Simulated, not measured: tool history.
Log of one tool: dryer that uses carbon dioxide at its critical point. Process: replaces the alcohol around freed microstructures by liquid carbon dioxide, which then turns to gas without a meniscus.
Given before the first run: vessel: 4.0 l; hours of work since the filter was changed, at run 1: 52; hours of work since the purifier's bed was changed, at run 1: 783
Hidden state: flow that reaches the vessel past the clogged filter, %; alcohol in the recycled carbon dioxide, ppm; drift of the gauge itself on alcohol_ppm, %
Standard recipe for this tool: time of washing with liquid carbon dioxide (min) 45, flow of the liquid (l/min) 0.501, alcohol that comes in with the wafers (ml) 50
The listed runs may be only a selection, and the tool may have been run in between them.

run   hour  time of washing with liquid carbon dioxide (min)  flow of the liquid (l/min)  alcohol that comes in with the wafers (ml)  hours of work since the filter was changed  hours of work since the purifier's bed was changed  alcohol left in the vessel before it's heated (ppm by volume)
  1      0                                                45                       0.501                                          50                                          52                                                 783                                                            259
  2     36                                                45                       0.501                                         101                                          71                                                 802                                                            380
  3     63                                                45                       0.501                                         101                                          85                                                 816                                                            378
  4   96.7                                                45                       0.501                                          50                                         103                                                 834                                                            270
  5  129.3                                                45                       0.501                                          50                                         120                                                 851                                                            273
  6    168                                                45                       0.501                                          50                                         141                                                 872                                                            278
  7  196.3                                                56                       0.501                                          50                                         155                                                 887                                                            210
  8  225.1                                                45                       0.501                                          50                                         171                                                 902                                                            299
  9  244.7                                                45                       0.501                                          50                                         181                                                 912                                                            292
 10  266.4                                                35                       0.501                                          50                                         193                                                 924                                                            517
     277.9  -- inlet filter changed
 11    306                                                45                       0.684                                          50                                          15                                                 944                                                            183
 12  331.2                                                45                       0.684                                          50                                          28                                                 958                                                            195
 13    365                                                45                       0.501                                          50                                          46                                                 975                                                            281
 14  390.1                                                45                       0.681                                          50                                          59                                                 989                                                            208
 15  422.1                                                45                       0.501                                          50                                          76                                                1006                                                            305
 16  445.8                                                45                       0.372                                          34                                          89                                                1018                                                            453
 17  475.4                                                45                       0.637                                          25                                         105                                                1034                                                            205
 18  508.3                                                45                       0.637                                          25                                         122                                                1051                                                            207
 19  546.4                                                42                       0.794                                          25                                         142                                                1072                                                            212
 20  583.1                                                42                       0.794                                          25                                         162                                                1091                                                            204
 21  620.1                                                42                       0.794                                          25                                         181                                                1111                                                            223
     651.2  -- inlet filter changed
 22  663.7                                                37                       0.794                                          38                                           7                                                1133                                                            230
     687.2  -- purifier's bed changed
 23  695.5                                                56                       0.794                                          38                                          22                                                   4                                                              7
 24  732.8                                                31                       0.337                                          75                                          42                                                  24                                                           2018
 25  770.7                                                31                       0.337                                          75                                          62                                                  44                                                           2025
 26    803                                                41                       0.544                                          70                                          79                                                  61                                                            189
 27  833.6                                                41                       0.544                                          70                                          95                                                  78                                                            192
 28  853.9                                                41                       0.544                                          70                                         106                                                  88                                                            188
 29  872.1                                                44                       0.759                                          61                                         115                                                  98                                                             39

What if the next run were any one of these 3? Each begins from the tool's condition after run 29:
  A  904.1                                                71                       0.315                                          36                                         132                                                 115                                                              ?
  B  904.1                                                45                       0.482                                          50                                         132                                                 115                                                              ?
  C  904.1                                                32                       0.316                                          31                                         132                                                 115                                                              ?

run  alcohol left in the vessel before it's heated (ppm by volume)
  A                                                            112
  B                                                            160
  C                                                            972
Without the tool's hidden state the same runs would have given:
run  alcohol left in the vessel before it's heated (ppm by volume)
  A                                                             76
  B                                                            115
  C                                                            871
